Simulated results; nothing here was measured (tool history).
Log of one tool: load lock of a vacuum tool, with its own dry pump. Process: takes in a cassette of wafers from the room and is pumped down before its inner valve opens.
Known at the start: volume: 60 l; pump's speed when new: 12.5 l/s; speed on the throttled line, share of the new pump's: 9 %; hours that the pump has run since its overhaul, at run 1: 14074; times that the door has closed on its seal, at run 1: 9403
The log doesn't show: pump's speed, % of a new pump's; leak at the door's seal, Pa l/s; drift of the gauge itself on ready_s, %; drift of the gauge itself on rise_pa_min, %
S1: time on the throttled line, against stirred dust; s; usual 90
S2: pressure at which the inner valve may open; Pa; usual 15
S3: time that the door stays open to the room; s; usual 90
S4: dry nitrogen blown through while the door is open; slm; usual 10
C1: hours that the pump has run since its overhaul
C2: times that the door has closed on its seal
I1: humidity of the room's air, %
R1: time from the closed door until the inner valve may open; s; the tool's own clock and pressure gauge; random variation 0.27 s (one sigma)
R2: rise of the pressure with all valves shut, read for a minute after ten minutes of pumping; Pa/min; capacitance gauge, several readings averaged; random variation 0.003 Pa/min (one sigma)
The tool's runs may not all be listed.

run 1 hour=0.0 | S1=90 S2=15 S3=90 S4=10 | C1=14074 C2=9403 | I1=44.8 | R1=127.7 R2=0.080
run 2 hour=354.8 | S1=90 S2=15 S3=90 S4=10 | C1=14429 C2=10112 | I1=45.3 | R1=127.9 R2=0.085
run 3 hour=608.5 | S1=90 S2=15 S3=90 S4=10 | C1=14682 C2=10619 | I1=45.2 | R1=127.9 R2=0.088
run 4 hour=834.3 | S1=90 S2=15 S3=90 S4=10 | C1=14908 C2=11071 | I1=46.4 | R1=127.7 R2=0.086
run 5 hour=1046.1 | S1=90 S2=15 S3=90 S4=10 | C1=15120 C2=11494 | I1=46.1 | R1=127.7 R2=0.088
run 6 hour=1232.6 | S1=90 S2=15 S3=90 S4=42 | C1=15306 C2=11867 | I1=44.7 | R1=128.0 R2=0.071
run 7 hour=1571.4 | S1=90 S2=15 S3=90 S4=42 | C1=15645 C2=12544 | I1=45.3 | R1=127.9 R2=0.075
run 8 hour=1858.6 | S1=90 S2=15 S3=90 S4=42 | C1=15932 C2=13119 | I1=45.8 | R1=127.9 R2=0.082
run 9 hour=2116.5 | S1=159 S2=15 S3=90 S4=10 | C1=16190 C2=13634 | I1=43.5 | R1=190.2 R2=0.096
run 10 hour=2469.4 | S1=159 S2=15 S3=90 S4=10 | C1=16543 C2=14340 | I1=45.7 | R1=190.2 R2=0.105
run 11 hour=2799.6 | S1=90 S2=25 S3=90 S4=10 | C1=16873 C2=15000 | I1=44.9 | R1=125.3 R2=0.109
run 12 hour=3089.1 | S1=90 S2=12 S3=90 S4=10 | C1=17163 C2=15579 | I1=40.6 | R1=129.7 R2=0.109
run 13 hour=3432.4 | S1=90 S2=15 S3=132 S4=10 | C1=17506 C2=16265 | I1=43.7 | R1=128.7 R2=0.122
run 14 hour=3695.7 | S1=90 S2=15 S3=132 S4=10 | C1=17769 C2=16792 | I1=47.4 | R1=128.5 R2=0.128
run 15 hour=3956.3 | S1=90 S2=15 S3=132 S4=10 | C1=18030 C2=17313 | I1=43.2 | R1=128.9 R2=0.128
run 16 hour=4251.1 | S1=90 S2=15 S3=132 S4=10 | C1=18325 C2=17902 | I1=43.8 | R1=128.3 R2=0.134
run 17 hour=4399.7 | S1=90 S2=15 S3=132 S4=10 | C1=18474 C2=18199 | I1=46.5 | R1=128.8 R2=0.136
run 18 hour=4720.5 | S1=105 S2=15 S3=132 S4=10 | C1=18794 C2=18840 | I1=47.8 | R1=142.1 R2=0.144
run 19 hour=4866.2 | S1=105 S2=15 S3=132 S4=10 | C1=18940 C2=19132 | I1=41.8 | R1=141.8 R2=0.142
run 20 hour=5042.0 | S1=77 S2=15 S3=132 S4=10 | C1=19116 C2=19483 | I1=45.2 | R1=117.0 R2=0.140
run 21 hour=5384.7 | S1=106 S2=11 S3=226 S4=10 | C1=19458 C2=20168 | I1=44.4 | R1=144.9 R2=0.163
run 22 hour=5583.8 | S1=106 S2=11 S3=226 S4=10 | C1=19658 C2=20567 | I1=42.8 | R1=145.0 R2=0.163
run 23 hour=5936.2 | S1=90 S2=13 S3=56 S4=31 | C1=20010 C2=21271 | I1=45.7 | R1=129.4 R2=0.125
run 24 hour=6152.6 | S1=138 S2=17 S3=56 S4=38 | C1=20226 C2=21704 | I1=45.9 | R1=171.3 R2=0.132
run 25 hour=6297.5 | S1=66 S2=10 S3=199 S4=12 | C1=20371 C2=21993 | I1=43.8 | R1=110.3 R2=0.172
-- hour=6507.0 dry pump taken out, an overhauled one fitted
run 26 hour=6569.8 | S1=112 S2=15 S3=90 S4=9 | C1=63 C2=22526 | I1=45.8 | R1=145.5 R2=0.159
run 27 hour=6797.0 | S1=112 S2=15 S3=90 S4=9 | C1=290 C2=22980 | I1=50.0 | R1=145.0 R2=0.167
run 28 hour=7089.0 | S1=90 S2=15 S3=90 S4=30 | C1=582 C2=23564 | I1=46.0 | R1=125.0 R2=0.148
run 29 hour=7319.9 | S1=90 S2=15 S3=90 S4=30 | C1=813 C2=24025 | I1=44.4 | R1=125.2 R2=0.159
run 30 hour=7630.8 | S1=90 S2=15 S3=90 S4=30 | C1=1124 C2=24647 | I1=47.4 | R1=125.6 R2=0.159
run 31 hour=7898.9 | S1=90 S2=15 S3=90 S4=30 | C1=1392 C2=25183 | I1=42.3 | R1=125.6 R2=0.162
run 32 hour=8221.5 | S1=90 S2=15 S3=59 S4=18 | C1=1714 C2=25828 | I1=47.3 | R1=125.5 R2=0.174
run 33 hour=8470.4 | S1=90 S2=15 S3=59 S4=18 | C1=1963 C2=26326 | I1=47.4 | R1=125.7 R2=0.182
run 34 hour=8766.8 | S1=90 S2=15 S3=59 S4=18 | C1=2260 C2=26918 | I1=43.5 | R1=125.7 R2=0.176
run 35 hour=9111.3 | S1=90 S2=13 S3=90 S4=7 | C1=2604 C2=27607 | I1=43.2 | R1=125.9 R2=0.199
run 36 hour=9426.3 | S1=90 S2=13 S3=90 S4=7 | C1=2919 C2=28237 | I1=45.1 | R1=126.1 R2=0.209

Forecast each of these 4 alternatives for the next run:
-- hour=9589.6 door's seal changed, seat wiped
run A hour=9668.5 | S1=171 S2=11 S3=90 S4=15 | C1=3160 C2=158 | I1=48.4 | R1=? R2=?
-- hour=9589.6 door's seal changed, seat wiped
run B hour=9668.5 | S1=134 S2=13 S3=90 S4=7 | C1=3160 C2=158 | I1=47.3 | R1=? R2=?
-- hour=9589.6 door's seal changed, seat wiped
run C hour=9668.5 | S1=119 S2=13 S3=90 S4=7 | C1=3160 C2=158 | I1=43.1 | R1=? R2=?
-- hour=9589.6 door's seal changed, seat wiped
run D hour=9668.5 | S1=101 S2=14 S3=140 S4=10 | C1=3160 C2=158 | I1=48.0 | R1=? R2=?

run=A R1=201.2 R2=0.057
run=B R1=166.5 R2=0.062
run=C R1=152.5 R2=0.057
run=D R1=135.4 R2=0.067
Without the tool's hidden state the same runs would have given:
run=A R1=200.4 R2=0.057
run=B R1=165.6 R2=0.062
run=C R1=151.6 R2=0.057
run=D R1=134.5 R2=0.066
